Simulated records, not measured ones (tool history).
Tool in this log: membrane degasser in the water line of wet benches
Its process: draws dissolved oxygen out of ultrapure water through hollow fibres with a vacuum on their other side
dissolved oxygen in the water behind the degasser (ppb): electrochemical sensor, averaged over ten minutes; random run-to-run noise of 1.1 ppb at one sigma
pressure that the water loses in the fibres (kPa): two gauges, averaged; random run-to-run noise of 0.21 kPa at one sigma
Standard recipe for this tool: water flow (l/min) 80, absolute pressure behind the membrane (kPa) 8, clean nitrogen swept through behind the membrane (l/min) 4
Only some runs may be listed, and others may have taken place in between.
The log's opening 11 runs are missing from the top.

run	day	water flow (l/min)	absolute pressure behind the membrane (kPa)	clean nitrogen swept through behind the membrane (l/min)	dissolved oxygen in the water behind the degasser (ppb)	pressure that the water loses in the fibres (kPa)
12	38.875	66	5.4	4	86.8	41.05
13	42.792	66	5.4	4	87.7	40.94
14	45.138	66	5.4	4	87.3	40.72
15	49.55	80	8	4	219.3	49.7
16	52.404	80	8	4	219.6	49.62
17	54.621	80	8	3.04	272.7	49.93
18	59.121	80	8	3.04	274.6	49.48
19	62.575	80	7.43	4.31	183.7	49.52
20	65.417	58	5.29	5.61	54.7	36.17
21	70.471	80	13.09	5.02	354.2	49.92
22	73.146	112	19.48	4.44	821.7	69.91
23	75.642	112	19.48	4.44	827.3	70.26
24	78.846	62	9.4	2.93	286.4	38.61
25	81.267	49	7.13	1.69	238.9	30.6
26	83.975	59	11.15	4	266.7	36.84
27	86.767	59	11.15	4	264.8	36.74
28	91.988	54	5.89	2.56	126.1	33.67
29	96.417	54	6.55	3	136.2	33.65
30	99.667	59	5.35	11.83	29.9	36.78
31	104.608	59	5.35	11.83	30.5	36.96
# day 108.633: vacuum gauge calibrated
32	108.829	59	13.65	4.04	341.7	36.96
33	111.642	59	13.65	4.04	342.3	37.06

Branching from run 33: 3 alternative next runs. What would each branch give?
A	114.846	118	12.44	5.05	?	?
B	114.846	75	8.97	6.67	?	?
C	114.846	61	12.41	4	?	?

run	dissolved oxygen in the water behind the degasser (ppb)	pressure that the water loses in the fibres (kPa)
A	475.3	74.05
B	158.8	46.8
C	315	38.43
Take away the tool's hidden state, keep each run's random variation, and the runs would have read:
run	dissolved oxygen in the water behind the degasser (ppb)	pressure that the water loses in the fibres (kPa)
A	475.2	72.82
B	158.8	46.02
C	315	37.79

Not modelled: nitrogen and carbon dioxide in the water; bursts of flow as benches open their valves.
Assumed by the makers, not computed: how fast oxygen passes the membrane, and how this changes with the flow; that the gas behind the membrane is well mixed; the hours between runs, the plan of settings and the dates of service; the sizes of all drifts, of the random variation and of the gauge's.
